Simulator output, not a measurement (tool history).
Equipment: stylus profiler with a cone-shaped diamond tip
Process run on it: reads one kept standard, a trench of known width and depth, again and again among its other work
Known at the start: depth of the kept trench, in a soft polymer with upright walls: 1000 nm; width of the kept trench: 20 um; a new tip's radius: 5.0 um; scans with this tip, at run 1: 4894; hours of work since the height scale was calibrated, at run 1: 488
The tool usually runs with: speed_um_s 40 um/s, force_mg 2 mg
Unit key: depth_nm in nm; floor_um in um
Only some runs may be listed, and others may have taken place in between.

run,hour,speed_um_s,force_mg,scans with this tip,hours of work since the height scale was calibrated,depth_nm,floor_um
1,0,40,2,4894,488,1007.08,12.53
2,15.3,65,2,5001,499,1007.17,12.36
3,34.8,65,2,5137,513,1008.11,12.39
4,55.7,65,2,5281,527,1007.43,12.34
5,73,65,2,5402,539,1007.47,12.36
6,83.7,65,2,5477,547,1007.43,12.38
7,93.1,65,2,5542,553,1007.27,12.24
8,103.8,146,2,5616,560,1008.02,12.05
9,121.1,13,2,5737,572,1007.61,12.47
10,139.9,40,2,5868,586,1007.77,12.33
11,150.6,40,2,5942,593,1007.87,12.33
12,168.8,40,2,6069,606,1007.57,12.25
13,178.8,40,2,6138,613,1007.87,12.19
14,198.2,40,2,6273,626,1007.86,12.18
15,211,40,2,6363,635,1007.81,12.18
16,229.4,40,2,6491,648,1008.26,12.15
17,241.2,40,2,6573,656,1007.87,12.1
18,261.8,113,2,6716,670,1008.28,11.91
19,279.7,113,2,6841,683,1008.23,11.8
20,290.1,40,2,6913,690,1008.08,12.01
21,299.3,40,2,6977,696,1007.99,12.05
22,308.8,40,2,7044,703,1008.31,11.99
23,326.3,40,2,7165,715,1008.31,11.95
24,340,15,2,7261,725,1008.44,12.06
25,360.6,11,0.96,7404,739,1006.48,11.99
26,378.6,11,0.96,7529,751,1007.17,11.96
27,389.3,11,0.96,7604,759,1006.87,11.95
28,409.9,11,0.96,7747,773,1006.61,11.93
29,418.9,13,0.83,7809,779,1006.51,11.9
30,438.7,26,0.83,7947,793,1006.62,11.76
31,452.8,11,0.83,8045,803,1006.59,11.83
32,472.9,52,2.63,8185,817,1009.73,11.71
33,489.1,40,0.76,8298,828,1006.6,11.66
34,501,56,1,8381,836,1007.52,11.59
35,520.8,56,1,8518,850,1007.28,11.53
36,538.8,25,4.21,8644,863,1012.01,11.69
37,549.4,110,5.61,8718,870,1013.79,11.55
38,565,110,5.61,8826,881,1014.24,11.51
39,585,56,2.21,8966,895,1009.48,11.55
40,602.6,56,2.21,9088,907,1009.92,11.5
41,612.8,56,2.21,9159,914,1009.77,11.46
42,624.5,31,4.39,9240,922,1012.34,11.5
43,640.2,157,2.67,9350,933,1010.26,11.14
44,650.7,25,1.13,9423,940,1007.96,11.46
45,668.8,25,1.13,9548,953,1008.4,11.45
46,684,25,1.13,9655,963,1008.04,11.42
47,702.6,13,4.38,9784,976,1012.69,11.43
48,721.1,22,1.32,9912,989,1008.68,11.36

Had the tool no unlogged condition, and each run kept its random variation, what would the results have been?
Hidden state present: radius of the tip, um; height scale over the true one, %; drift of the gauge itself on depth_nm, %; drift of the gauge itself on floor_um, %.
run,depth_nm,floor_um
1,1004.45,13.87
2,1004.49,13.73
3,1005.37,13.8
4,1004.61,13.79
5,1004.6,13.83
6,1004.52,13.87
7,1004.33,13.75
8,1005.05,13.58
9,1004.57,14.02
10,1004.68,13.92
11,1004.73,13.93
12,1004.38,13.88
13,1004.65,13.85
14,1004.57,13.87
15,1004.48,13.89
16,1004.87,13.9
17,1004.44,13.86
18,1004.78,13.71
19,1004.68,13.63
20,1004.48,13.86
21,1004.36,13.91
22,1004.65,13.87
23,1004.58,13.85
24,1004.67,13.98
25,1002.64,13.95
26,1003.27,13.95
27,1002.93,13.96
28,1002.6,13.97
29,1002.48,13.96
30,1002.52,13.86
31,1002.44,13.95
32,1005.5,13.86
33,1002.33,13.84
34,1003.19,13.78
35,1002.89,13.76
36,1007.54,13.94
37,1009.27,13.82
38,1009.67,13.81
39,1004.86,13.88
40,1005.23,13.86
41,1005.05,13.83
42,1007.57,13.89
43,1005.45,13.56
44,1003.12,13.89
45,1003.5,13.91
46,1003.08,13.9
47,1007.65,13.94
48,1003.59,13.89
